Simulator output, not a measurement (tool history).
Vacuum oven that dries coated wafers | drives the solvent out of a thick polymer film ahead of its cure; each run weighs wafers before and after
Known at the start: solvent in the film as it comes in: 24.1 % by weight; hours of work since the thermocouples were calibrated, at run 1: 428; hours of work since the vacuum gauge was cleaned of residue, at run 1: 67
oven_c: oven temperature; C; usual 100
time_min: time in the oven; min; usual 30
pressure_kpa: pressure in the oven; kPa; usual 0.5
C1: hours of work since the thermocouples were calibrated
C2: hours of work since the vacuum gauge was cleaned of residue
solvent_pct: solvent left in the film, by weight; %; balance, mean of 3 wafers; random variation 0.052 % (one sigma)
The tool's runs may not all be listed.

{"run": 1, "hour": 0.0, "oven_c": 100, "time_min": 30, "pressure_kpa": 0.5, "C1": 428, "C2": 67, "solvent_pct": 4.04}
{"run": 2, "hour": 7.4, "oven_c": 100, "time_min": 30, "pressure_kpa": 0.5, "C1": 431, "C2": 71, "solvent_pct": 4.09}
{"run": 3, "hour": 14.6, "oven_c": 100, "time_min": 30, "pressure_kpa": 0.5, "C1": 434, "C2": 74, "solvent_pct": 4.17}
{"run": 4, "hour": 28.0, "oven_c": 100, "time_min": 30, "pressure_kpa": 0.5, "C1": 440, "C2": 80, "solvent_pct": 4.07}
{"run": 5, "hour": 33.9, "oven_c": 100, "time_min": 30, "pressure_kpa": 0.5, "C1": 443, "C2": 83, "solvent_pct": 4.03}
{"run": 6, "hour": 43.4, "oven_c": 100, "time_min": 33, "pressure_kpa": 0.5, "C1": 447, "C2": 87, "solvent_pct": 3.45}
{"run": 7, "hour": 51.0, "oven_c": 100, "time_min": 17, "pressure_kpa": 0.5, "C1": 451, "C2": 90, "solvent_pct": 7.97}
{"run": 8, "hour": 64.5, "oven_c": 100, "time_min": 17, "pressure_kpa": 0.5, "C1": 457, "C2": 96, "solvent_pct": 7.92}
{"run": 9, "hour": 72.3, "oven_c": 100, "time_min": 17, "pressure_kpa": 0.279, "C1": 460, "C2": 100, "solvent_pct": 7.91}
{"run": 10, "hour": 84.3, "oven_c": 100, "time_min": 17, "pressure_kpa": 0.279, "C1": 465, "C2": 105, "solvent_pct": 8.2}
{"run": 11, "hour": 98.8, "oven_c": 100, "time_min": 30, "pressure_kpa": 0.5, "C1": 472, "C2": 111, "solvent_pct": 4.15}
{"run": 12, "hour": 111.1, "oven_c": 100, "time_min": 30, "pressure_kpa": 0.5, "C1": 477, "C2": 117, "solvent_pct": 4.14}
{"run": 13, "hour": 119.2, "oven_c": 93, "time_min": 30, "pressure_kpa": 0.5, "C1": 481, "C2": 120, "solvent_pct": 7.18}
{"run": 14, "hour": 130.1, "oven_c": 93, "time_min": 30, "pressure_kpa": 0.5, "C1": 486, "C2": 125, "solvent_pct": 7.25}
{"run": 15, "hour": 141.8, "oven_c": 93, "time_min": 30, "pressure_kpa": 0.5, "C1": 491, "C2": 130, "solvent_pct": 7.38}
{"run": 16, "hour": 155.3, "oven_c": 93, "time_min": 30, "pressure_kpa": 0.5, "C1": 497, "C2": 136, "solvent_pct": 7.16}
{"run": 17, "hour": 163.9, "oven_c": 93, "time_min": 30, "pressure_kpa": 0.5, "C1": 501, "C2": 140, "solvent_pct": 7.16}
{"run": 18, "hour": 175.7, "oven_c": 93, "time_min": 30, "pressure_kpa": 0.5, "C1": 506, "C2": 145, "solvent_pct": 7.16}
{"run": 19, "hour": 183.2, "oven_c": 93, "time_min": 30, "pressure_kpa": 0.5, "C1": 509, "C2": 149, "solvent_pct": 7.27}
{"run": 20, "hour": 191.8, "oven_c": 100, "time_min": 30, "pressure_kpa": 0.5, "C1": 513, "C2": 153, "solvent_pct": 4.1}
{"run": 21, "hour": 204.0, "oven_c": 100, "time_min": 30, "pressure_kpa": 0.972, "C1": 519, "C2": 158, "solvent_pct": 4.31}
{"run": 22, "hour": 213.4, "oven_c": 100, "time_min": 30, "pressure_kpa": 0.972, "C1": 523, "C2": 162, "solvent_pct": 4.21}
{"run": 23, "hour": 222.6, "oven_c": 100, "time_min": 30, "pressure_kpa": 0.972, "C1": 527, "C2": 166, "solvent_pct": 4.31}
{"run": 24, "hour": 232.4, "oven_c": 100, "time_min": 30, "pressure_kpa": 0.972, "C1": 531, "C2": 171, "solvent_pct": 4.25}
{"run": 25, "hour": 247.0, "oven_c": 100, "time_min": 30, "pressure_kpa": 0.972, "C1": 538, "C2": 177, "solvent_pct": 4.3}
{"run": 26, "hour": 259.7, "oven_c": 100, "time_min": 30, "pressure_kpa": 0.549, "C1": 543, "C2": 183, "solvent_pct": 4.07}
{"run": 27, "hour": 269.3, "oven_c": 95, "time_min": 29, "pressure_kpa": 0.474, "C1": 548, "C2": 187, "solvent_pct": 6.37}
{"run": 28, "hour": 275.3, "oven_c": 99, "time_min": 30, "pressure_kpa": 0.5, "C1": 550, "C2": 190, "solvent_pct": 4.43}
{"run": 29, "hour": 286.9, "oven_c": 99, "time_min": 33, "pressure_kpa": 0.5, "C1": 555, "C2": 195, "solvent_pct": 3.94}
{"run": 30, "hour": 298.3, "oven_c": 86, "time_min": 33, "pressure_kpa": 0.511, "C1": 560, "C2": 200, "solvent_pct": 9.94}
{"run": 31, "hour": 309.8, "oven_c": 86, "time_min": 33, "pressure_kpa": 0.511, "C1": 566, "C2": 205, "solvent_pct": 9.99}
{"run": 32, "hour": 317.9, "oven_c": 109, "time_min": 18, "pressure_kpa": 0.511, "C1": 569, "C2": 209, "solvent_pct": 3.69}
{"run": 33, "hour": 325.8, "oven_c": 109, "time_min": 18, "pressure_kpa": 0.511, "C1": 573, "C2": 212, "solvent_pct": 3.8}
{"run": 34, "hour": 340.3, "oven_c": 103, "time_min": 22, "pressure_kpa": 1.944, "C1": 579, "C2": 219, "solvent_pct": 5.17}
{"run": 35, "hour": 348.4, "oven_c": 100, "time_min": 30, "pressure_kpa": 0.279, "C1": 583, "C2": 222, "solvent_pct": 4.02}
{"run": 36, "hour": 362.2, "oven_c": 100, "time_min": 29, "pressure_kpa": 1.138, "C1": 589, "C2": 228, "solvent_pct": 4.38}
{"run": 37, "hour": 369.3, "oven_c": 92, "time_min": 29, "pressure_kpa": 0.435, "C1": 592, "C2": 231, "solvent_pct": 7.97}
{"run": 38, "hour": 381.1, "oven_c": 92, "time_min": 29, "pressure_kpa": 0.435, "C1": 597, "C2": 237, "solvent_pct": 7.93}
{"run": 39, "hour": 387.5, "oven_c": 92, "time_min": 40, "pressure_kpa": 0.435, "C1": 600, "C2": 239, "solvent_pct": 5.72}
{"run": 40, "hour": 401.6, "oven_c": 92, "time_min": 40, "pressure_kpa": 0.435, "C1": 606, "C2": 246, "solvent_pct": 5.75}
{"run": 41, "hour": 415.9, "oven_c": 109, "time_min": 39, "pressure_kpa": 0.265, "C1": 613, "C2": 252, "solvent_pct": 0.52}

Forecast run 42:
{"run": 42, "hour": 428.2, "oven_c": 99, "time_min": 20, "pressure_kpa": 0.265, "C1": 618, "C2": 258, "solvent_pct": "?"}

Run 42 gave solvent_pct 7.39 %.
Without the tool's hidden state the same run would have given solvent_pct 7.41 %.

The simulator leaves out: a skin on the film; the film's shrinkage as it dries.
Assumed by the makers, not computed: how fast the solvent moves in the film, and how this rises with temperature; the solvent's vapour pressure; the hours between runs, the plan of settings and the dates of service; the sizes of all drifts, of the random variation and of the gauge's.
